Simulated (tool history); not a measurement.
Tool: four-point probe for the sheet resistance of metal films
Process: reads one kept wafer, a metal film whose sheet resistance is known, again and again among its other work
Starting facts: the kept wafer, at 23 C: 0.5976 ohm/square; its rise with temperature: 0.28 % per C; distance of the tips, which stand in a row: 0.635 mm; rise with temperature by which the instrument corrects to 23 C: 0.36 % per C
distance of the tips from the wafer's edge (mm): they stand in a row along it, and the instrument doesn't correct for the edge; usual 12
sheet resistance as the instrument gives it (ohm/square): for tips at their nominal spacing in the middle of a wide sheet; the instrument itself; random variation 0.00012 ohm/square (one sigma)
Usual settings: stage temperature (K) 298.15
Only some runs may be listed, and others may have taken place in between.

run	hour	stage temperature (K)	distance of the tips from the wafer's edge (mm)	sheet resistance as the instrument gives it (ohm/square)
1	0	298.15	12	0.59763
2	25.6	298.15	12	0.597778
3	52.9	298.15	9	0.598243
4	84.1	298.15	9	0.598256
5	122.7	301.15	12	0.596405
6	159	301.15	12	0.596192
7	193.3	301.15	24	0.595616
8	231.4	294.15	50	0.598393
9	275.1	294.15	50	0.598624
10	302.4	293.15	41	0.599066
11	347.9	303.15	5	0.599449
12	370.6	303.15	5	0.599736

Here are 5 independent what-if runs from the current tool condition. What would each one return?
A	401.5	298.15	18	?
B	401.5	303.15	9	?
C	401.5	308.15	30	?
D	401.5	292.15	12	?
E	401.5	295.15	5	?

run	sheet resistance as the instrument gives it (ohm/square)
A	0.597109
B	0.596119
C	0.592369
D	0.600287
E	0.603196
The same runs, with their run-to-run variation unchanged, on a tool lacking any hidden condition would have given:
run	sheet resistance as the instrument gives it (ohm/square)
A	0.597125
B	0.596135
C	0.592385
D	0.600303
E	0.603212

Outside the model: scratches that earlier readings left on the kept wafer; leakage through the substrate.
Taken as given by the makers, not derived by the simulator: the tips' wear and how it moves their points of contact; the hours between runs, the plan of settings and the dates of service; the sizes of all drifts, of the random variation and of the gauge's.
